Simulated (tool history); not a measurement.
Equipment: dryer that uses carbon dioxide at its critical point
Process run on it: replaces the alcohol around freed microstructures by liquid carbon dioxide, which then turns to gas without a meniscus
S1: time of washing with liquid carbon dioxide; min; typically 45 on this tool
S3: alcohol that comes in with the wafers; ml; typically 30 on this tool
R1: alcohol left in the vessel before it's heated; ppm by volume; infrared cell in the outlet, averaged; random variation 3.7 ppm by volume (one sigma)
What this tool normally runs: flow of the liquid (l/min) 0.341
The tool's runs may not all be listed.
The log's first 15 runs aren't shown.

run 16 hour=492.5 | S1=29 flow_of_the_liquid_(l/min)=0.341 S3=30 | R1=272
run 17 hour=520.0 | S1=29 flow_of_the_liquid_(l/min)=0.341 S3=30 | R1=269
run 18 hour=552.1 | S1=31 flow_of_the_liquid_(l/min)=0.491 S3=59 | R1=79
run 19 hour=576.3 | S1=61 flow_of_the_liquid_(l/min)=0.400 S3=59 | R1=38
run 20 hour=616.9 | S1=45 flow_of_the_liquid_(l/min)=0.413 S3=30 | R1=37
run 21 hour=641.9 | S1=45 flow_of_the_liquid_(l/min)=0.413 S3=30 | R1=32
run 22 hour=668.2 | S1=45 flow_of_the_liquid_(l/min)=0.422 S3=32 | R1=32
-- hour=682.2 inlet filter changed
run 23 hour=706.3 | S1=61 flow_of_the_liquid_(l/min)=0.230 S3=91 | R1=135
run 24 hour=748.8 | S1=45 flow_of_the_liquid_(l/min)=0.429 S3=30 | R1=38
run 25 hour=779.7 | S1=42 flow_of_the_liquid_(l/min)=0.440 S3=29 | R1=36
run 26 hour=817.5 | S1=42 flow_of_the_liquid_(l/min)=0.440 S3=29 | R1=36
run 27 hour=854.0 | S1=49 flow_of_the_liquid_(l/min)=0.379 S3=57 | R1=37
run 28 hour=884.9 | S1=45 flow_of_the_liquid_(l/min)=0.422 S3=30 | R1=36
run 29 hour=906.9 | S1=45 flow_of_the_liquid_(l/min)=0.515 S3=85 | R1=30
run 30 hour=933.1 | S1=50 flow_of_the_liquid_(l/min)=0.296 S3=30 | R1=59
run 31 hour=973.3 | S1=30 flow_of_the_liquid_(l/min)=0.341 S3=117 | R1=739
run 32 hour=998.5 | S1=30 flow_of_the_liquid_(l/min)=0.341 S3=117 | R1=734
run 33 hour=1021.8 | S1=33 flow_of_the_liquid_(l/min)=0.217 S3=33 | R1=824

Forecast each of these 3 alternatives for the next run:
run A hour=1064.3 | S1=39 flow_of_the_liquid_(l/min)=0.330 S3=109 | R1=?
run B hour=1064.3 | S1=30 flow_of_the_liquid_(l/min)=0.412 S3=33 | R1=?
run C hour=1064.3 | S1=45 flow_of_the_liquid_(l/min)=0.509 S3=30 | R1=?

run=A R1=251
run=B R1=108
run=C R1=38
What these runs would have given with no unlogged condition in the tool:
run=A R1=199
run=B R1=71
run=C R1=8
